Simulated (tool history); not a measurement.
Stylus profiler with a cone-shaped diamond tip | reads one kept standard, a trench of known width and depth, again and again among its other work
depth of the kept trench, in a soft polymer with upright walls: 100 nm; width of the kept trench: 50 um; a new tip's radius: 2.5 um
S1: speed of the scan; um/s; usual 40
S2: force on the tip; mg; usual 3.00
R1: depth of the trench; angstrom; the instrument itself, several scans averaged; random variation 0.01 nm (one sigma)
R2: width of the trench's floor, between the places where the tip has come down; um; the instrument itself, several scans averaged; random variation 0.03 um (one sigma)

| run | hour | S1 | S2 | R1 | R2 |
|---|---|---|---|---|---|
| 1 | 0.0 | 40 | 3.00 | 1012.9 | 47.68 |
| 2 | 57.2 | 15 | 3.00 | 1012.9 | 47.71 |
| 3 | 95.4 | 15 | 3.00 | 1012.9 | 47.64 |
| 4 | 139.7 | 15 | 3.00 | 1012.8 | 47.69 |
| 5 | 204.3 | 15 | 3.00 | 1012.6 | 47.63 |
| 6 | 236.5 | 58 | 3.00 | 1012.5 | 47.50 |
| 7 | 293.4 | 58 | 3.00 | 1012.6 | 47.42 |
| 8 | 330.1 | 16 | 3.00 | 1012.5 | 47.58 |
|  | 338.5 | new tip fitted, height scale calibrated |
| 9 | 363.6 | 16 | 3.00 | 1013.7 | 48.56 |
| 10 | 427.4 | 40 | 1.05 | 1006.7 | 48.34 |
| 11 | 476.2 | 40 | 1.05 | 1006.5 | 48.32 |
| 12 | 509.3 | 11 | 3.00 | 1013.2 | 48.49 |
| 13 | 545.7 | 40 | 3.00 | 1013.2 | 48.40 |
| 14 | 577.3 | 40 | 3.00 | 1013.2 | 48.34 |
| 15 | 615.1 | 59 | 3.00 | 1013.1 | 48.23 |
| 16 | 665.8 | 59 | 3.00 | 1013.1 | 48.20 |
| 17 | 721.7 | 40 | 5.03 | 1018.4 | 48.25 |
| 18 | 751.8 | 13 | 3.00 | 1012.8 | 48.32 |
| 19 | 804.4 | 40 | 3.97 | 1015.5 | 48.18 |
| 20 | 856.8 | 40 | 7.03 | 1022.9 | 48.22 |
| 21 | 913.6 | 40 | 7.03 | 1022.9 | 48.21 |
| 22 | 946.7 | 40 | 7.03 | 1022.7 | 48.19 |
| 23 | 997.8 | 70 | 3.00 | 1012.5 | 48.01 |
| 24 | 1037.0 | 76 | 7.51 | 1023.8 | 48.04 |
| 25 | 1078.6 | 135 | 1.09 | 1006.0 | 47.47 |
| 26 | 1125.3 | 25 | 2.16 | 1009.8 | 48.08 |
| 27 | 1190.1 | 76 | 1.14 | 1005.8 | 47.79 |
| 28 | 1232.5 | 40 | 6.08 | 1020.4 | 48.01 |
| 29 | 1266.8 | 40 | 6.08 | 1020.4 | 48.11 |
| 30 | 1313.1 | 40 | 6.08 | 1020.2 | 48.02 |
| 31 | 1352.5 | 45 | 6.58 | 1021.2 | 48.03 |
| 32 | 1398.3 | 99 | 5.07 | 1017.7 | 47.77 |
| 33 | 1437.6 | 99 | 5.07 | 1017.4 | 47.81 |
| 34 | 1478.6 | 99 | 5.07 | 1017.3 | 47.78 |
| 35 | 1536.1 | 23 | 3.19 | 1012.4 | 47.96 |
| 36 | 1571.9 | 12 | 3.19 | 1012.2 | 47.98 |
| 37 | 1632.8 | 12 | 3.19 | 1011.9 | 47.91 |
| 38 | 1663.6 | 12 | 3.19 | 1012.1 | 47.91 |
| 39 | 1719.8 | 64 | 1.24 | 1005.6 | 47.65 |
| 40 | 1779.6 | 14 | 1.45 | 1006.3 | 47.87 |
| 41 | 1820.1 | 97 | 1.92 | 1007.9 | 47.54 |

Forecast each of these 4 alternatives for the next run:
|  | 1862.0 | height scale calibrated on a step standard |
| A | 1871.9 | 29 | 3.53 | ? | ? |
|  | 1862.0 | height scale calibrated on a step standard |
| B | 1871.9 | 83 | 2.17 | ? | ? |
|  | 1862.0 | height scale calibrated on a step standard |
| C | 1871.9 | 43 | 3.00 | ? | ? |
|  | 1862.0 | height scale calibrated on a step standard |
| D | 1871.9 | 50 | 1.15 | ? | ? |

| run | R1 | R2 |
|---|---|---|
| A | 1014.6 | 47.78 |
| B | 1010.6 | 47.54 |
| C | 1013.0 | 47.77 |
| D | 1006.9 | 47.62 |
Without the tool's hidden state the same runs would have given:
| run | R1 | R2 |
|---|---|---|
| A | 1014.7 | 48.48 |
| B | 1010.7 | 48.24 |
| C | 1013.2 | 48.47 |
| D | 1007.0 | 48.33 |

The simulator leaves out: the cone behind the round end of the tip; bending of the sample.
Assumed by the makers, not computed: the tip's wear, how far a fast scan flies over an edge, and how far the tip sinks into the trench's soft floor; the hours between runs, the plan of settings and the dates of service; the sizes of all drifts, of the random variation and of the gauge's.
